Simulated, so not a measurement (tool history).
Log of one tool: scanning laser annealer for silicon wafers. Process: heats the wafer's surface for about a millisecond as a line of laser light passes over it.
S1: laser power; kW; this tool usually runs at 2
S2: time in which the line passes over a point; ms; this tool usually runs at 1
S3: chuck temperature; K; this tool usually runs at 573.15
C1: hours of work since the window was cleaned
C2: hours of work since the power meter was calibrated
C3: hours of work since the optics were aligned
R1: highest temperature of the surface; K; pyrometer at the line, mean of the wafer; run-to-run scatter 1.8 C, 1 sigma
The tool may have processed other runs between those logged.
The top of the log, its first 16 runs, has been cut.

run 17 hour=397.2 | S1=2 S2=1 S3=541.15 | C1=126 C2=581 C3=644 | R1=1234.15
run 18 hour=417.1 | S1=2.191 S2=1 S3=573.15 | C1=139 C2=594 C3=657 | R1=1328.15
run 19 hour=434.7 | S1=2.191 S2=1 S3=573.15 | C1=150 C2=606 C3=668 | R1=1332.15
run 20 hour=465.1 | S1=2.191 S2=1 S3=573.15 | C1=171 C2=626 C3=689 | R1=1328.15
run 21 hour=479.9 | S1=2 S2=1 S3=538.15 | C1=180 C2=635 C3=698 | R1=1225.15
run 22 hour=507.1 | S1=2.149 S2=1 S3=573.15 | C1=198 C2=653 C3=716 | R1=1308.15
run 23 hour=521.8 | S1=2.149 S2=1 S3=578.15 | C1=208 C2=663 C3=726 | R1=1313.15
run 24 hour=549.9 | S1=2.149 S2=1 S3=578.15 | C1=227 C2=682 C3=745 | R1=1314.15
-- hour=559.3 optics aligned, line set to its width
run 25 hour=574.4 | S1=2.163 S2=1 S3=573.15 | C1=240 C2=695 C3=10 | R1=1321.15
run 26 hour=589.1 | S1=1.813 S2=0.76 S3=573.15 | C1=249 C2=704 C3=20 | R1=1134.15
run 27 hour=615.5 | S1=2.091 S2=0.76 S3=538.15 | C1=267 C2=722 C3=37 | R1=1178.15
run 28 hour=634.8 | S1=1.797 S2=1.13 S3=538.15 | C1=279 C2=735 C3=50 | R1=1194.15
run 29 hour=666.7 | S1=1.797 S2=1.13 S3=538.15 | C1=301 C2=756 C3=71 | R1=1196.15
run 30 hour=691.3 | S1=1.797 S2=1.13 S3=560.15 | C1=317 C2=772 C3=87 | R1=1212.15
run 31 hour=718.8 | S1=1.797 S2=1.13 S3=560.15 | C1=335 C2=790 C3=105 | R1=1212.15
run 32 hour=752.3 | S1=1.736 S2=1.13 S3=601.15 | C1=357 C2=812 C3=128 | R1=1228.15
run 33 hour=770.2 | S1=1.868 S2=0.84 S3=545.15 | C1=369 C2=824 C3=139 | R1=1139.15
run 34 hour=802.8 | S1=1.792 S2=0.93 S3=579.15 | C1=390 C2=846 C3=161 | R1=1178.15
run 35 hour=836.6 | S1=1.792 S2=0.73 S3=539.15 | C1=413 C2=868 C3=183 | R1=1075.15
run 36 hour=869.3 | S1=1.792 S2=0.73 S3=539.15 | C1=434 C2=890 C3=205 | R1=1074.15
run 37 hour=887.8 | S1=1.792 S2=0.73 S3=539.15 | C1=447 C2=902 C3=217 | R1=1072.15
run 38 hour=914.4 | S1=1.792 S2=0.98 S3=539.15 | C1=464 C2=919 C3=235 | R1=1142.15
run 39 hour=942.1 | S1=1.792 S2=0.98 S3=539.15 | C1=483 C2=938 C3=253 | R1=1141.15
run 40 hour=960.8 | S1=2 S2=0.93 S3=553.15 | C1=495 C2=950 C3=265 | R1=1210.15
run 41 hour=992.2 | S1=2 S2=0.93 S3=553.15 | C1=516 C2=971 C3=286 | R1=1205.15

Each row is a separate what-if for the run after 41, all from the same tool condition, not one after another. Results?
-- hour=998.2 window over the wafer cleaned
run A hour=1028.1 | S1=1.973 S2=1 S3=573.15 | C1=20 C2=993 C3=308 | R1=?
-- hour=998.2 window over the wafer cleaned
run B hour=1028.1 | S1=2 S2=0.85 S3=553.15 | C1=20 C2=993 C3=308 | R1=?
-- hour=998.2 window over the wafer cleaned
run C hour=1028.1 | S1=1.982 S2=1 S3=573.15 | C1=20 C2=993 C3=308 | R1=?

run=A R1=1269.15
run=B R1=1214.15
run=C R1=1274.15
Stripped of hidden state, with their random variation kept, the same runs would have yielded:
run=A R1=1272.15
run=B R1=1217.15
run=C R1=1278.15
